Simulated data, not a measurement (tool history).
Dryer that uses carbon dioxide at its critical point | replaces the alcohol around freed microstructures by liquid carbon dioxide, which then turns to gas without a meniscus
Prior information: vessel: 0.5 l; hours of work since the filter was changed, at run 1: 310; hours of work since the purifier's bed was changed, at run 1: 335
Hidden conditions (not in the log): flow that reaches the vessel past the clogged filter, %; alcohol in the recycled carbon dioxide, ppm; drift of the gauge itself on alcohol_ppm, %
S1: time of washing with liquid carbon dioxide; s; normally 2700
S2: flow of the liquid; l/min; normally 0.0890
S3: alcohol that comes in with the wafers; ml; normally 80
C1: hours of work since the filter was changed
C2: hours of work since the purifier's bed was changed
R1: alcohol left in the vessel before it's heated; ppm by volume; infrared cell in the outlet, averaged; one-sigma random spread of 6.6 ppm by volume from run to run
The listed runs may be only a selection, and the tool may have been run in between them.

run	hour	S1	S2	S3	C1	C2	R1
1	0.0	2700	0.0890	80	310	335	441
2	14.5	2700	0.0890	80	315	340	444
3	30.8	2940	0.0890	80	321	346	301
4	62.2	2940	0.0890	80	332	357	288
5	86.6	2700	0.0890	96	341	366	532
6	110.7	2700	0.0890	80	349	374	449
7	133.5	2700	0.0759	22	358	383	339
8	151.7	3480	0.1333	108	364	389	76
9	174.0	3480	0.1333	72	372	397	96
10	193.4	2700	0.0679	80	379	404	1598
11	213.4	1860	0.0764	80	386	411	4529

What if the next run were any one of these 3? Each begins from the tool's condition after run 11:
A	244.2	1860	0.0890	80	397	422	?
B	244.2	2400	0.0890	99	397	422	?
C	244.2	3360	0.0890	94	397	422	?

run	R1
A	2605
B	1025
C	191
With no hidden state in the tool, these same runs would have given:
run	R1
A	1990
B	691
C	73

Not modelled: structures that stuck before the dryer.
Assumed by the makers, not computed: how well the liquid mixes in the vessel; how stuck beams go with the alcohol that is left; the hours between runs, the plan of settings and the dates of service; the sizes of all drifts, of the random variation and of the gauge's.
